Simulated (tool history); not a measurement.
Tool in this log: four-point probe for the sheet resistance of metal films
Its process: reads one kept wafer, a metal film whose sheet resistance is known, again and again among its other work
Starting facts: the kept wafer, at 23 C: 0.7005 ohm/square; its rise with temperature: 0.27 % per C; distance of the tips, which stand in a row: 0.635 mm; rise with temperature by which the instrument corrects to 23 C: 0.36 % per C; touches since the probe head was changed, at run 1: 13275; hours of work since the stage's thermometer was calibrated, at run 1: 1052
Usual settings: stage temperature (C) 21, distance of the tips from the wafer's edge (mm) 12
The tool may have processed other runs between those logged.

run	hour	stage temperature (C)	distance of the tips from the wafer's edge (mm)	touches since the probe head was changed	hours of work since the stage's thermometer was calibrated	sheet resistance as the instrument gives it (ohm/square)
1	0	21	12	13275	1052	0.703312
2	23.5	21	12	14455	1069	0.702826
3	54.5	21	12	16010	1090	0.703001
4	68.3	21	12	16702	1100	0.703079
5	83	21	12	17440	1110	0.702879
6	112.4	21	12	18920	1131	0.70289
7	137.8	21	12	20192	1148	0.702829
8	167.8	20	12	21698	1169	0.703526
9	192.7	20	12	22951	1187	0.703107
10	214.5	21	5	24043	1202	0.707795
11	228.1	21	5	24723	1211	0.707687
12	252.2	21	5	25936	1228	0.707544
13	280.8	21	5	27373	1248	0.707763
14	306.2	21	12	28644	1266	0.702377
15	321.7	21	12	29426	1277	0.702582
16	346.5	21	12	30668	1294	0.702375
# hour 348.5: stage's thermometer calibrated
17	374	21	12	32023	18	0.702219
18	392.4	18	12	32949	31	0.704411
19	409.6	18	12	33811	43	0.704328
20	429.7	18	12	34822	57	0.704352
21	458.2	18	12	36250	77	0.704087
# hour 484.5: stage's thermometer calibrated, once more
22	484.5	18	12	37547	0	0.704648
23	498.6	18	12	38254	10	0.704649
24	515.7	21	17	39112	22	0.701849
25	531.7	21	7	39914	33	0.704722
26	553.2	35	3	40994	48	0.709241
27	573.2	33	43	41999	62	0.69413
28	589.7	33	43	42826	73	0.694175
29	603.5	33	43	43522	83	0.693738
30	620.8	29	14	44389	95	0.69717
31	642.9	29	14	45500	111	0.696986
32	662	29	14	46456	124	0.69689
33	690.1	24	4	47868	144	0.708634
34	713	21	6	49015	160	0.705104
35	740.1	21	6	50378	178	0.705183
36	764.3	21	14	51595	195	0.701649
37	781.9	21	14	52475	208	0.701937
38	798.8	32	44	53322	219	0.694381
39	827.3	19	27	54756	239	0.702302
40	846.8	19	27	55734	253	0.702181
41	869.9	33	12	56893	269	0.694142
42	891.9	26	24	57997	284	0.697733
43	920	32	19	59410	304	0.69418
44	950.4	21	5	60936	325	0.706444
45	977.2	20	30	62278	344	0.701469

Alternative continuations, all from the tool just after run 45; predict every row:
A	989.7	33	3	62908	353	?
B	989.7	25	23	62908	353	?
C	989.7	28	12	62908	353	?
D	989.7	26	32	62908	353	?

run	sheet resistance as the instrument gives it (ohm/square)
A	0.709571
B	0.698257
C	0.697138
D	0.697419
Take away the tool's hidden state, keep each run's random variation, and the runs would have read:
run	sheet resistance as the instrument gives it (ohm/square)
A	0.710852
B	0.699524
C	0.698401
D	0.698683

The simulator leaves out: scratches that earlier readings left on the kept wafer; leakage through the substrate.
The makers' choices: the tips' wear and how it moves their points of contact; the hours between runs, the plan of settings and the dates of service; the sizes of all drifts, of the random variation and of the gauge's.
